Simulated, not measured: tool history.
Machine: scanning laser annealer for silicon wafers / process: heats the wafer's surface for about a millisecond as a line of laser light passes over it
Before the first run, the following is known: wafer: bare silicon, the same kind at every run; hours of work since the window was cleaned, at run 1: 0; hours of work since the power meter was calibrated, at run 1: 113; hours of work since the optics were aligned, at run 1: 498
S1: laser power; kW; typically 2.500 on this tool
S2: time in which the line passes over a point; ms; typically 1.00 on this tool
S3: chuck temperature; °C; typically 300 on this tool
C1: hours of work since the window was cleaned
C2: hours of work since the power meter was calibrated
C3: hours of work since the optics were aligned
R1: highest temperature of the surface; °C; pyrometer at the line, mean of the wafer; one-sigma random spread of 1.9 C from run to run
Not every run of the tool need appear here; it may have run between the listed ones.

run   hour     S1    S2   S3   C1   C2   C3    R1
  1    0.0  2.500  1.00  300    0  113  498  1089
  2   21.1  2.511  1.00  300   14  128  513  1095
  3   62.4  2.500  1.00  284   42  156  541  1078
  4   96.0  2.500  1.00  284   65  178  563  1074
  5  139.1  2.500  1.00  284   94  208  593  1075
  6  185.0  2.500  1.00  284  125  239  624  1077
  7  224.2  2.646  1.00  300  152  265  650  1154
  8  264.5  2.272  1.06  291  179  293  677  1008
  9  285.3  2.644  0.92  265  193  307  692  1083
 10  331.8  2.644  0.92  265  225  338  723  1085

Estimate the outcome of run 11 from the log above:
 11  361.9  2.472  1.00  283  245  359  743   ?

Logged for run 11: R1 1063 °C.
The same run, on a tool lacking any hidden state, would have yielded R1 1064 °C.
